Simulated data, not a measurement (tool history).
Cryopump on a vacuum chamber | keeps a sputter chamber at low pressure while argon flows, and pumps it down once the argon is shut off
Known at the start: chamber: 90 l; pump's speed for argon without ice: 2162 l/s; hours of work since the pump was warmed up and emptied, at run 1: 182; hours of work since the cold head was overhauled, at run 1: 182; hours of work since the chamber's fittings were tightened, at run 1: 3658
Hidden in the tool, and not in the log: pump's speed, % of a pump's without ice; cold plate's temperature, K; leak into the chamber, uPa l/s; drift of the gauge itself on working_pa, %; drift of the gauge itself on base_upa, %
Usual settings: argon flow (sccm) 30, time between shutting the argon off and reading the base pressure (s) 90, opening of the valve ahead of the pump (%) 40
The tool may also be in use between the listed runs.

run   hour  argon flow (sccm)  time between shutting the argon off and reading the base pressure (s)  opening of the valve ahead of the pump (%)  hours of work since the pump was warmed up and emptied  hours of work since the cold head was overhauled  hours of work since the chamber's fittings were tightened  pressure while argon flows (Pa)  pressure after the wait (uPa)
  1      0                 30                                                                     90                                          40                                                     182                                               182                                                       3658                           0.0609                           1.55
  2   35.7                 30                                                                     90                                          40                                                     207                                               207                                                       3683                           0.0603                           1.58
  3   72.5                 30                                                                     90                                          40                                                     233                                               233                                                       3708                           0.0617                           1.59
  4   97.8                 30                                                                     90                                          40                                                     250                                               250                                                       3726                           0.0614                           1.56
  5  141.1                 30                                                                     90                                          40                                                     281                                               281                                                       3756                           0.0626                           1.63
  6  173.8                 30                                                                     90                                          40                                                     303                                               303                                                       3779                           0.0618                           1.61
  7  202.7                 30                                                                    252                                          40                                                     324                                               324                                                       3799                            0.062                           1.47
  8  235.8                 30                                                                    252                                          40                                                     347                                               347                                                       3822                           0.0631                           1.48
  9  268.9                 30                                                                    252                                          40                                                     370                                               370                                                       3845                           0.0626                            1.5
       286  -- pump warmed up, emptied and cooled again
 10  315.1                 30                                                                     90                                          15                                                      20                                               398                                                       3874                           0.1569                            1.5
 11  339.8                 30                                                                     90                                          15                                                      37                                               416                                                       3891                           0.1553                           1.53
 12  362.8                 30                                                                     90                                          15                                                      53                                               432                                                       3907                           0.1572                           1.58
 13  399.7                 30                                                                     90                                          15                                                      79                                               457                                                       3933                           0.1548                           1.54
     413.2  -- leaking fittings of the chamber tightened, without venting
 14  427.2                 30                                                                     90                                          15                                                      97                                               475                                                         10                           0.1561                           0.42
 15  449.2                 30                                                                     90                                          15                                                     112                                               490                                                         25                           0.1564                           0.46
 16  494.1                 29                                                                    218                                          40                                                     144                                               522                                                         56                           0.0578                           0.29
 17    517                 16                                                                     81                                          49                                                     159                                               538                                                         72                           0.0258                           0.49
 18  561.6                 24                                                                     90                                          40                                                     191                                               569                                                        103                           0.0489                            0.4
 19  598.5                 24                                                                     90                                          40                                                     216                                               594                                                        129                           0.0479                           0.43
 20  620.5                 30                                                                     79                                          34                                                     232                                               610                                                        144                           0.0714                            0.5
 21  651.8                 30                                                                     46                                          16                                                     253                                               631                                                        166                           0.1497                           0.69
 22  686.5                 30                                                                     46                                          16                                                     277                                               656                                                        190                           0.1493                           0.72
 23  716.7                 12                                                                     90                                          40                                                     298                                               677                                                        211                           0.0252                           0.48

Forecast each of these 4 alternatives for the next run:
  A  757.3                 14                                                                     90                                          31                                                     327                                               705                                                        240                                ?                              ?
  B  757.3                 30                                                                    260                                          16                                                     327                                               705                                                        240                                ?                              ?
  C  757.3                 33                                                                     27                                          31                                                     327                                               705                                                        240                                ?                              ?
  D  757.3                 18                                                                     90                                          40                                                     327                                               705                                                        240                                ?                              ?

run  pressure while argon flows (Pa)  pressure after the wait (uPa)
  A                           0.0369                           0.52
  B                            0.152                           0.32
  C                           0.0864                           1.09
  D                           0.0374                           0.51
Without the tool's hidden state the same runs would have given:
run  pressure while argon flows (Pa)  pressure after the wait (uPa)
  A                           0.0353                           0.42
  B                           0.1486                           0.22
  C                           0.0826                           0.99
  D                           0.0353                           0.41
